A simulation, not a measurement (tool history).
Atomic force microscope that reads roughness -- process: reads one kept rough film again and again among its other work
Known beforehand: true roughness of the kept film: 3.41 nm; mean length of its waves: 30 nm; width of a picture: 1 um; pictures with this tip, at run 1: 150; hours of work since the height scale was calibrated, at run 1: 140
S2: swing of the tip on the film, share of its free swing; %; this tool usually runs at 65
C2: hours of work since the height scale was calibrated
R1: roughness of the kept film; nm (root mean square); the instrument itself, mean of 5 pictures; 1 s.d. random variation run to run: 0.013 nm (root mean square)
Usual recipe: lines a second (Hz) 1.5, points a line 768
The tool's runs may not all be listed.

{"run": 1, "hour": 0.0, "lines a second (Hz)": 1.5, "S2": 65, "points a line": 768, "pictures with this tip": 150, "C2": 140, "R1": 2.825}
{"run": 2, "hour": 11.7, "lines a second (Hz)": 1.5, "S2": 65, "points a line": 768, "pictures with this tip": 177, "C2": 150, "R1": 2.782}
{"run": 3, "hour": 23.1, "lines a second (Hz)": 1.5, "S2": 65, "points a line": 768, "pictures with this tip": 203, "C2": 158, "R1": 2.765}
{"run": 4, "hour": 35.3, "lines a second (Hz)": 1.5, "S2": 75, "points a line": 768, "pictures with this tip": 231, "C2": 168, "R1": 2.632}
{"run": 5, "hour": 52.4, "lines a second (Hz)": 1.5, "S2": 75, "points a line": 768, "pictures with this tip": 270, "C2": 181, "R1": 2.596}
{"hour": 74.5, "done": "new tip fitted"}
{"run": 6, "hour": 76.1, "lines a second (Hz)": 1.5, "S2": 75, "points a line": 768, "pictures with this tip": 4, "C2": 200, "R1": 2.901}
{"run": 7, "hour": 86.5, "lines a second (Hz)": 1.5, "S2": 65, "points a line": 297, "pictures with this tip": 27, "C2": 208, "R1": 2.955}
{"run": 8, "hour": 96.2, "lines a second (Hz)": 1.5, "S2": 65, "points a line": 815, "pictures with this tip": 50, "C2": 215, "R1": 2.966}
{"run": 9, "hour": 113.1, "lines a second (Hz)": 1.5, "S2": 65, "points a line": 815, "pictures with this tip": 88, "C2": 229, "R1": 2.86}
{"run": 10, "hour": 129.9, "lines a second (Hz)": 1.5, "S2": 65, "points a line": 768, "pictures with this tip": 127, "C2": 242, "R1": 2.835}
{"run": 11, "hour": 149.2, "lines a second (Hz)": 1.5, "S2": 65, "points a line": 768, "pictures with this tip": 171, "C2": 257, "R1": 2.785}
{"run": 12, "hour": 161.8, "lines a second (Hz)": 1.5, "S2": 65, "points a line": 607, "pictures with this tip": 199, "C2": 267, "R1": 2.721}
{"run": 13, "hour": 179.0, "lines a second (Hz)": 1.5, "S2": 65, "points a line": 607, "pictures with this tip": 239, "C2": 280, "R1": 2.689}
{"run": 14, "hour": 195.9, "lines a second (Hz)": 1.5, "S2": 65, "points a line": 607, "pictures with this tip": 277, "C2": 293, "R1": 2.628}
{"hour": 213.4, "done": "new tip fitted"}
{"run": 15, "hour": 215.6, "lines a second (Hz)": 1.5, "S2": 65, "points a line": 607, "pictures with this tip": 5, "C2": 308, "R1": 2.995}
{"run": 16, "hour": 238.2, "lines a second (Hz)": 1.5, "S2": 65, "points a line": 768, "pictures with this tip": 57, "C2": 326, "R1": 2.944}
{"run": 17, "hour": 257.7, "lines a second (Hz)": 1.5, "S2": 65, "points a line": 768, "pictures with this tip": 101, "C2": 341, "R1": 2.866}
{"run": 18, "hour": 278.0, "lines a second (Hz)": 1.5, "S2": 65, "points a line": 768, "pictures with this tip": 147, "C2": 357, "R1": 2.796}
{"run": 19, "hour": 296.3, "lines a second (Hz)": 1.5, "S2": 65, "points a line": 768, "pictures with this tip": 189, "C2": 372, "R1": 2.756}
{"run": 20, "hour": 313.8, "lines a second (Hz)": 1.74, "S2": 65, "points a line": 768, "pictures with this tip": 229, "C2": 385, "R1": 2.659}
{"run": 21, "hour": 333.3, "lines a second (Hz)": 1.89, "S2": 65, "points a line": 768, "pictures with this tip": 274, "C2": 401, "R1": 2.606}
{"run": 22, "hour": 347.6, "lines a second (Hz)": 0.85, "S2": 65, "points a line": 768, "pictures with this tip": 306, "C2": 412, "R1": 2.651}
{"hour": 353.3, "done": "new tip fitted"}
{"run": 23, "hour": 370.0, "lines a second (Hz)": 0.85, "S2": 65, "points a line": 768, "pictures with this tip": 39, "C2": 429, "R1": 3.002}
{"run": 24, "hour": 382.8, "lines a second (Hz)": 1.5, "S2": 65, "points a line": 768, "pictures with this tip": 68, "C2": 439, "R1": 2.928}
{"run": 25, "hour": 394.1, "lines a second (Hz)": 3.86, "S2": 78, "points a line": 262, "pictures with this tip": 93, "C2": 448, "R1": 2.369}
{"run": 26, "hour": 417.3, "lines a second (Hz)": 3.86, "S2": 78, "points a line": 262, "pictures with this tip": 147, "C2": 466, "R1": 2.314}
{"run": 27, "hour": 429.8, "lines a second (Hz)": 3.86, "S2": 78, "points a line": 262, "pictures with this tip": 175, "C2": 476, "R1": 2.291}
{"run": 28, "hour": 441.1, "lines a second (Hz)": 1.52, "S2": 89, "points a line": 768, "pictures with this tip": 201, "C2": 485, "R1": 2.458}
{"run": 29, "hour": 452.8, "lines a second (Hz)": 0.52, "S2": 65, "points a line": 768, "pictures with this tip": 228, "C2": 494, "R1": 2.782}
{"run": 30, "hour": 471.6, "lines a second (Hz)": 2.98, "S2": 65, "points a line": 431, "pictures with this tip": 270, "C2": 508, "R1": 2.507}
{"hour": 492.5, "done": "new tip fitted"}
{"run": 31, "hour": 494.8, "lines a second (Hz)": 0.61, "S2": 63, "points a line": 431, "pictures with this tip": 5, "C2": 526, "R1": 3.073}
{"run": 32, "hour": 507.2, "lines a second (Hz)": 1.5, "S2": 65, "points a line": 413, "pictures with this tip": 34, "C2": 536, "R1": 2.959}
{"run": 33, "hour": 526.2, "lines a second (Hz)": 0.5, "S2": 59, "points a line": 324, "pictures with this tip": 77, "C2": 551, "R1": 3.006}
{"run": 34, "hour": 536.2, "lines a second (Hz)": 0.5, "S2": 59, "points a line": 324, "pictures with this tip": 100, "C2": 559, "R1": 2.982}
{"run": 35, "hour": 550.8, "lines a second (Hz)": 0.5, "S2": 59, "points a line": 324, "pictures with this tip": 133, "C2": 570, "R1": 2.902}
{"run": 36, "hour": 571.5, "lines a second (Hz)": 0.5, "S2": 59, "points a line": 324, "pictures with this tip": 180, "C2": 586, "R1": 2.841}
{"run": 37, "hour": 588.8, "lines a second (Hz)": 0.73, "S2": 65, "points a line": 633, "pictures with this tip": 220, "C2": 600, "R1": 2.787}
{"run": 38, "hour": 601.6, "lines a second (Hz)": 0.66, "S2": 81, "points a line": 801, "pictures with this tip": 249, "C2": 610, "R1": 2.677}
{"run": 39, "hour": 613.4, "lines a second (Hz)": 0.66, "S2": 80, "points a line": 445, "pictures with this tip": 276, "C2": 619, "R1": 2.631}
{"run": 40, "hour": 626.1, "lines a second (Hz)": 1.5, "S2": 68, "points a line": 670, "pictures with this tip": 305, "C2": 629, "R1": 2.591}
{"hour": 632.0, "done": "new tip fitted"}
{"run": 41, "hour": 648.2, "lines a second (Hz)": 1.5, "S2": 68, "points a line": 670, "pictures with this tip": 38, "C2": 646, "R1": 2.906}
{"run": 42, "hour": 663.9, "lines a second (Hz)": 2.83, "S2": 65, "points a line": 554, "pictures with this tip": 73, "C2": 658, "R1": 2.788}
{"run": 43, "hour": 685.1, "lines a second (Hz)": 2.8, "S2": 72, "points a line": 421, "pictures with this tip": 122, "C2": 675, "R1": 2.614}
{"run": 44, "hour": 703.7, "lines a second (Hz)": 1.51, "S2": 61, "points a line": 521, "pictures with this tip": 164, "C2": 689, "R1": 2.781}
{"run": 45, "hour": 726.2, "lines a second (Hz)": 1.51, "S2": 61, "points a line": 521, "pictures with this tip": 216, "C2": 707, "R1": 2.743}
{"run": 46, "hour": 740.2, "lines a second (Hz)": 1.51, "S2": 80, "points a line": 521, "pictures with this tip": 248, "C2": 718, "R1": 2.519}
{"run": 47, "hour": 759.1, "lines a second (Hz)": 1.5, "S2": 56, "points a line": 768, "pictures with this tip": 291, "C2": 733, "R1": 2.677}
{"hour": 770.9, "done": "new tip fitted"}
{"run": 48, "hour": 775.7, "lines a second (Hz)": 1.5, "S2": 74, "points a line": 768, "pictures with this tip": 11, "C2": 745, "R1": 2.876}

Take each entry between the runs: how does the hidden state at the last listed run before it differ from the hidden state at the first listed run after it?
Run 5 -> run 6: new tip fitted (hour 74.5)
  radius of the tip, nm: 14.3 -> 5.4; height scale over the true one, %: -0.12 -> -0.13
  the result without the hidden state subtracted from the measured one, R1: -0.339 -> -0.02 nm (root mean square)
Run 14 -> run 15: new tip fitted (hour 213.4)
  radius of the tip, nm: 15.3 -> 5.3; height scale over the true one, %: -0.2 -> -0.21
  the result without the hidden state subtracted from the measured one, R1: -0.384 -> -0.021 nm (root mean square)
Run 22 -> run 23: new tip fitted (hour 353.3)
  radius of the tip, nm: 16.5 -> 6.6; height scale over the true one, %: -0.28 -> -0.29
  the result without the hidden state subtracted from the measured one, R1: -0.435 -> -0.075 nm (root mean square)
Run 30 -> run 31: new tip fitted (hour 492.5)
  radius of the tip, nm: 14.9 -> 5.2; height scale over the true one, %: -0.35 -> -0.36
  the result without the hidden state subtracted from the measured one, R1: -0.354 -> -0.02 nm (root mean square)
Run 40 -> run 41: new tip fitted (hour 632)
  radius of the tip, nm: 15.8 -> 6.6; height scale over the true one, %: -0.43 -> -0.44
  the result without the hidden state subtracted from the measured one, R1: -0.403 -> -0.077 nm (root mean square)
Run 47 -> run 48: new tip fitted (hour 770.9)
  radius of the tip, nm: 15.3 -> 5.8; height scale over the true one, %: -0.5 -> -0.51
  the result without the hidden state subtracted from the measured one, R1: -0.401 -> -0.047 nm (root mean square)

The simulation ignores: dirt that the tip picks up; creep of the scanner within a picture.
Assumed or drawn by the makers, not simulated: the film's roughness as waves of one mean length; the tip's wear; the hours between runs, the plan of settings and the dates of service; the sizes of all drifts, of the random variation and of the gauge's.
